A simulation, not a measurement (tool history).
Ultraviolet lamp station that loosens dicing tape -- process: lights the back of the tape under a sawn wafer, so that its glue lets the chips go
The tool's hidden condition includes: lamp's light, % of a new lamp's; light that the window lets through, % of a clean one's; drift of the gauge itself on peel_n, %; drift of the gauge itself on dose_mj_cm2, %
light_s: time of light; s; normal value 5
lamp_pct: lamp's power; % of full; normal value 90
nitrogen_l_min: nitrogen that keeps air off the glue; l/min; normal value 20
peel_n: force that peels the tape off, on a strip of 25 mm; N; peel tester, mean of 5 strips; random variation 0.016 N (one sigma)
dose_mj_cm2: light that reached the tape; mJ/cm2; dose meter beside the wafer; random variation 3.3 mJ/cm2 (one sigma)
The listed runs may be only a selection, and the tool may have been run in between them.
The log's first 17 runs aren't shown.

run,hour,light_s,lamp_pct,nitrogen_l_min,hours of work of the lamp,hours of work since the window was cleaned,peel_n,dose_mj_cm2
# hour 952.4: lamp changed
18,958.3,5,90,20,3,180,0.948,473
19,1022.3,5,90,20,31,209,0.959,472
20,1072.9,5,90,20,54,231,0.959,470
21,1132.7,5,90,20,81,258,1.031,456
22,1200.9,5,90,20,111,288,1.026,452
# hour 1239: window cleaned of glue's vapour
23,1253.6,4,90,10,134,7,2.242,393
24,1314.9,4,90,20,162,34,1.373,390
25,1354.3,5,90,8,179,52,1.916,484
26,1418.4,5,90,11,208,80,1.575,481

Run 27 is up next; what results do you expect?
27,1488.4,4,64,16,239,111,?,?

For run 27 the tool returned peel_n 2.915 N, dose_mj_cm2 270 mJ/cm2.
With the hidden condition absent and the run-to-run variation left alone, this run would have shown peel_n 2.609 N, dose_mj_cm2 293 mJ/cm2.

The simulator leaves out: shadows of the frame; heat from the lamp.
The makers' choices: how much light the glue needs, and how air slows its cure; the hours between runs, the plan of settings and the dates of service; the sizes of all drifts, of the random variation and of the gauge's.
